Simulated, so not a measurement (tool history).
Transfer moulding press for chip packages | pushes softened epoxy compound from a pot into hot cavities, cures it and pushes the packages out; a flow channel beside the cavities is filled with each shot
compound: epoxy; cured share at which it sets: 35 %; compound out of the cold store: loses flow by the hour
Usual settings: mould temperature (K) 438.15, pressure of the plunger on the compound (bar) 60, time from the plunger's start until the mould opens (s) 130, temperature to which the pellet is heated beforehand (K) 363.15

| run | hour | mould temperature (K) | pressure of the plunger on the compound (bar) | time from the plunger's start until the mould opens (s) | temperature to which the pellet is heated beforehand (K) | incoming compound's hours out of the cold store | length that the compound runs in the flow channel (mm) | greatest force on the pins that push the packages out (N) |
|---|---|---|---|---|---|---|---|---|
| 1 | 0 | 438.15 | 60 | 130 | 363.15 | 32.6 | 493 | 478 |
|  | 51.3 | cavities cleaned with cleaning compound and waxed |
| 2 | 62.8 | 438.15 | 60 | 130 | 363.15 | 13.1 | 537 | 612 |
| 3 | 113.2 | 438.15 | 60 | 130 | 363.15 | 39.1 | 473 | 566 |
|  | 149 | cavities cleaned with cleaning compound and waxed |
| 4 | 153.8 | 438.15 | 60 | 130 | 363.15 | 30.2 | 490 | 378 |
|  | 189.8 | plunger's sealing rings changed |
| 5 | 193.5 | 438.15 | 60 | 130 | 363.15 | 42.3 | 484 | 447 |
|  | 206.6 | cavities cleaned with cleaning compound and waxed, once more |
| 6 | 241.7 | 438.15 | 60 | 130 | 363.15 | 30.3 | 505 | 449 |
| 7 | 301 | 438.15 | 60 | 130 | 363.15 | 27.7 | 509 | 515 |
|  | 305.5 | cavities cleaned with cleaning compound and waxed |
| 8 | 352 | 438.15 | 60 | 130 | 363.15 | 37.6 | 488 | 471 |
| 9 | 393 | 438.15 | 60 | 130 | 363.15 | 21 | 519 | 497 |
|  | 405.9 | cavities cleaned with cleaning compound and waxed |
| 10 | 438.4 | 438.15 | 60 | 130 | 363.15 | 20.9 | 519 | 439 |
| 11 | 499.4 | 438.15 | 60 | 130 | 363.15 | 24.9 | 508 | 519 |
|  | 503.9 | cavities cleaned with cleaning compound and waxed |
| 12 | 546.8 | 440.15 | 60 | 130 | 363.15 | 10.6 | 538 | 444 |
| 13 | 591.2 | 438.15 | 60 | 130 | 363.15 | 12.1 | 533 | 530 |
|  | 601.7 | cavities cleaned with cleaning compound and waxed |
|  | 622.9 | plunger's sealing rings changed |
| 14 | 633.8 | 438.15 | 45.8 | 130 | 363.15 | 22.7 | 459 | 429 |
| 15 | 686.5 | 446.15 | 64.4 | 130 | 363.15 | 47.2 | 464 | 381 |
|  | 701.8 | cavities cleaned with cleaning compound and waxed |
| 16 | 733.4 | 446.15 | 64.4 | 130 | 363.15 | 25.1 | 516 | 331 |
| 17 | 793.2 | 446.15 | 64.4 | 130 | 363.15 | 29 | 503 | 396 |
|  | 800.4 | cavities cleaned with cleaning compound and waxed |
| 18 | 821 | 446.15 | 64.4 | 130 | 367.15 | 23.7 | 513 | 325 |
| 19 | 869.1 | 446.15 | 48.2 | 134 | 367.15 | 25.1 | 437 | 384 |
|  | 900.4 | cavities cleaned with cleaning compound and waxed |
| 20 | 930.4 | 442.15 | 67.6 | 147 | 357.15 | 23 | 535 | 329 |
| 21 | 965.6 | 439.15 | 58.1 | 147 | 357.15 | 44.4 | 452 | 408 |
|  | 999.4 | cavities cleaned with cleaning compound and waxed |
| 22 | 1012.4 | 439.15 | 46.9 | 147 | 364.15 | 37.7 | 421 | 319 |
|  | 1056.1 | plunger's sealing rings changed |
| 23 | 1068.8 | 438.15 | 68.2 | 130 | 372.15 | 19.7 | 565 | 459 |
|  | 1101.3 | cavities cleaned with cleaning compound and waxed |
| 24 | 1109.7 | 438.15 | 52.9 | 130 | 369.15 | 16 | 498 | 374 |
| 25 | 1162.5 | 438.15 | 61.8 | 130 | 363.15 | 10.9 | 561 | 478 |
| 26 | 1195.7 | 438.15 | 50.1 | 159 | 371.15 | 43.9 | 427 | 394 |
|  | 1201.9 | cavities cleaned with cleaning compound and waxed |
| 27 | 1237.3 | 438.15 | 50.1 | 159 | 371.15 | 42 | 429 | 362 |

4 ways to go on from here, each from the tool as it stands after run 27. What would each give?
| A | 1274.7 | 438.15 | 53.3 | 117 | 363.15 | 30.5 | ? | ? |
| B | 1274.7 | 438.15 | 60 | 130 | 373.15 | 44.8 | ? | ? |
| C | 1274.7 | 438.15 | 68.5 | 130 | 371.15 | 34.7 | ? | ? |
| D | 1274.7 | 438.15 | 60 | 150 | 363.15 | 19.7 | ? | ? |

| run | length that the compound runs in the flow channel (mm) | greatest force on the pins that push the packages out (N) |
|---|---|---|
| A | 472 | 543 |
| B | 466 | 459 |
| C | 520 | 473 |
| D | 519 | 426 |
Without the tool's hidden state the same runs would have given:
| run | length that the compound runs in the flow channel (mm) | greatest force on the pins that push the packages out (N) |
|---|---|---|
| A | 484 | 422 |
| B | 478 | 344 |
| C | 533 | 356 |
| D | 532 | 311 |

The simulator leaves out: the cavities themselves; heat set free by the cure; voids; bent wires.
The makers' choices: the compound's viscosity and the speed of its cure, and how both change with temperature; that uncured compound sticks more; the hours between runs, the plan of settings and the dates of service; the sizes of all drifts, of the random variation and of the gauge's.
